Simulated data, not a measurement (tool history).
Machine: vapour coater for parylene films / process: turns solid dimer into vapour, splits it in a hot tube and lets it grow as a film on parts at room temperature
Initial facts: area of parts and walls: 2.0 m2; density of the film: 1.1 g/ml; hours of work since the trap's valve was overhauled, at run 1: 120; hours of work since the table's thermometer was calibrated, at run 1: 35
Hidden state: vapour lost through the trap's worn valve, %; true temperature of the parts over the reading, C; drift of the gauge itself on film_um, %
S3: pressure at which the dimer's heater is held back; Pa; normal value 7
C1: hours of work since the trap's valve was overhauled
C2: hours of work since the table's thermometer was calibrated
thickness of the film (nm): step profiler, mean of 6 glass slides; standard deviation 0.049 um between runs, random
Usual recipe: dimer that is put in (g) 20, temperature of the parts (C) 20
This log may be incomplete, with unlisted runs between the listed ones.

run 1 hour=0 | dimer_that_is_put_in_(g)=20 temperature_of_the_parts_(C)=20 S3=7 | C1=120 C2=35 | thickness_of_the_film_(nm)=5410
run 2 hour=7.4 | dimer_that_is_put_in_(g)=20 temperature_of_the_parts_(C)=20 S3=7 | C1=125 C2=40 | thickness_of_the_film_(nm)=5380
run 3 hour=13.4 | dimer_that_is_put_in_(g)=12 temperature_of_the_parts_(C)=20 S3=7 | C1=129 C2=43 | thickness_of_the_film_(nm)=3310
run 4 hour=27.2 | dimer_that_is_put_in_(g)=12 temperature_of_the_parts_(C)=20 S3=9.4 | C1=137 C2=52 | thickness_of_the_film_(nm)=3150
run 5 hour=35.8 | dimer_that_is_put_in_(g)=20 temperature_of_the_parts_(C)=20 S3=7 | C1=142 C2=57 | thickness_of_the_film_(nm)=5340
run 6 hour=47.9 | dimer_that_is_put_in_(g)=15 temperature_of_the_parts_(C)=20 S3=7 | C1=150 C2=64 | thickness_of_the_film_(nm)=4060
-- hour=52.7 trap's valve overhauled
run 7 hour=64.7 | dimer_that_is_put_in_(g)=20 temperature_of_the_parts_(C)=26 S3=3.21 | C1=7 C2=72 | thickness_of_the_film_(nm)=4550
-- hour=80.8 trap's valve overhauled, once more
run 8 hour=82.6 | dimer_that_is_put_in_(g)=20 temperature_of_the_parts_(C)=12 S3=3.21 | C1=1 C2=81 | thickness_of_the_film_(nm)=8480
run 9 hour=90.8 | dimer_that_is_put_in_(g)=17 temperature_of_the_parts_(C)=12 S3=3.21 | C1=6 C2=86 | thickness_of_the_film_(nm)=7130
run 10 hour=105.4 | dimer_that_is_put_in_(g)=17 temperature_of_the_parts_(C)=12 S3=3.21 | C1=15 C2=94 | thickness_of_the_film_(nm)=7180
run 11 hour=114.5 | dimer_that_is_put_in_(g)=30 temperature_of_the_parts_(C)=20 S3=5.19 | C1=20 C2=100 | thickness_of_the_film_(nm)=8550

Branching from run 11: 3 alternative next runs. What would each branch give?
run A hour=128.3 | dimer_that_is_put_in_(g)=30 temperature_of_the_parts_(C)=20 S3=5.11 | C1=29 C2=108 | thickness_of_the_film_(nm)=?
run B hour=128.3 | dimer_that_is_put_in_(g)=20 temperature_of_the_parts_(C)=20 S3=7 | C1=29 C2=108 | thickness_of_the_film_(nm)=?
run C hour=128.3 | dimer_that_is_put_in_(g)=18 temperature_of_the_parts_(C)=20 S3=5.19 | C1=29 C2=108 | thickness_of_the_film_(nm)=?

run=A thickness_of_the_film_(nm)=8440
run=B thickness_of_the_film_(nm)=5500
run=C thickness_of_the_film_(nm)=5210
Take away the tool's hidden state, keep each run's random variation, and the runs would have read:
run=A thickness_of_the_film_(nm)=8560
run=B thickness_of_the_film_(nm)=5580
run=C thickness_of_the_film_(nm)=5290

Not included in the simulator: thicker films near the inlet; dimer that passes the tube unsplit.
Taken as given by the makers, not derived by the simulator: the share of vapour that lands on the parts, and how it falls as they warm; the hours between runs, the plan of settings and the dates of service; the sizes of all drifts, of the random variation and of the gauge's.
